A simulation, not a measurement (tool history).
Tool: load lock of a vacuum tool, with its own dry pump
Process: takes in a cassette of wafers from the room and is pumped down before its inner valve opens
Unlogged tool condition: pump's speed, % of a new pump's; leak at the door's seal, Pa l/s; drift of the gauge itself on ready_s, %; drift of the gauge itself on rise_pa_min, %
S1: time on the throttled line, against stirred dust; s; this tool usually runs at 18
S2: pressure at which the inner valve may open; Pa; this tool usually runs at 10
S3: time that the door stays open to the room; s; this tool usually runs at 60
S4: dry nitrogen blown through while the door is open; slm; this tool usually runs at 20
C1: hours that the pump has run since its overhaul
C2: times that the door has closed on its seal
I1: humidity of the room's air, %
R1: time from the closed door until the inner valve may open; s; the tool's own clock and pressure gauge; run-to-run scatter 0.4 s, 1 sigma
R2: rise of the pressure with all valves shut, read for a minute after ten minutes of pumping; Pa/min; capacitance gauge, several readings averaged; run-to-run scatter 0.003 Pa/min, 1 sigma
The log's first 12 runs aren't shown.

| run | day | S1 | S2 | S3 | S4 | C1 | C2 | I1 | R1 | R2 |
|---|---|---|---|---|---|---|---|---|---|---|
| 13 | 89.638 | 24 | 10 | 60 | 20 | 1064 | 38462 | 41.5 | 52.3 | 0.038 |
| 14 | 94.288 | 24 | 11 | 60 | 20 | 1175 | 38869 | 47.3 | 51.8 | 0.036 |
| 15 | 99.096 | 24 | 11 | 60 | 20 | 1291 | 39291 | 45.2 | 52.6 | 0.041 |
| 16 | 105.088 | 24 | 11 | 60 | 20 | 1434 | 39816 | 44.4 | 51.8 | 0.04 |
| 17 | 109.762 | 18 | 10 | 60 | 20 | 1547 | 40226 | 44.7 | 48.6 | 0.045 |
| 18 | 119.504 | 10 | 10 | 60 | 20 | 1780 | 41080 | 45.5 | 42.1 | 0.045 |
| 19 | 128.646 | 18 | 12 | 139 | 5 | 2000 | 41881 | 39.5 | 47.6 | 0.079 |
| 20 | 134.712 | 9 | 9 | 146 | 5 | 2145 | 42413 | 45.1 | 42.7 | 0.09 |
| 21 | 142.108 | 26 | 13 | 77 | 21 | 2323 | 43061 | 43 | 52.8 | 0.046 |
| 22 | 148.95 | 26 | 13 | 77 | 21 | 2487 | 43661 | 44.5 | 53.4 | 0.041 |
| 23 | 158.229 | 22 | 16 | 32 | 21 | 2710 | 44474 | 44.6 | 49.2 | 0.022 |
| 24 | 167.008 | 18 | 10 | 75 | 9 | 2921 | 45244 | 46 | 48.9 | 0.055 |
| 25 | 172.483 | 21 | 8 | 53 | 30 | 3052 | 45724 | 46.6 | 51.5 | 0.03 |
| 26 | 180.762 | 18 | 15 | 169 | 21 | 3251 | 46449 | 43.9 | 46.3 | 0.057 |
| 27 | 190.562 | 24 | 11 | 43 | 33 | 3486 | 47308 | 44.5 | 51.8 | 0.031 |
| 28 | 195.833 | 24 | 11 | 43 | 33 | 3612 | 47771 | 43 | 51.9 | 0.025 |
| 29 | 204.042 | 24 | 11 | 43 | 33 | 3809 | 48490 | 47.8 | 52.9 | 0.026 |
| 30 | 208.65 | 24 | 11 | 43 | 33 | 3920 | 48894 | 48.5 | 52.2 | 0.027 |
| 31 | 213.171 | 24 | 11 | 43 | 33 | 4028 | 49290 | 49.9 | 52.3 | 0.027 |

Run 32, settings as shown, results not yet in. Your forecast:
| 32 | 220.738 | 18 | 10 | 167 | 15 | 4210 | 49953 | 47.8 | ? | ? |

{"run 32": {"R1": 48, "R2": 0.067}}
Minus the tool's unlogged condition, the same run would have read R1 48 s, R2 0.065 Pa/min.
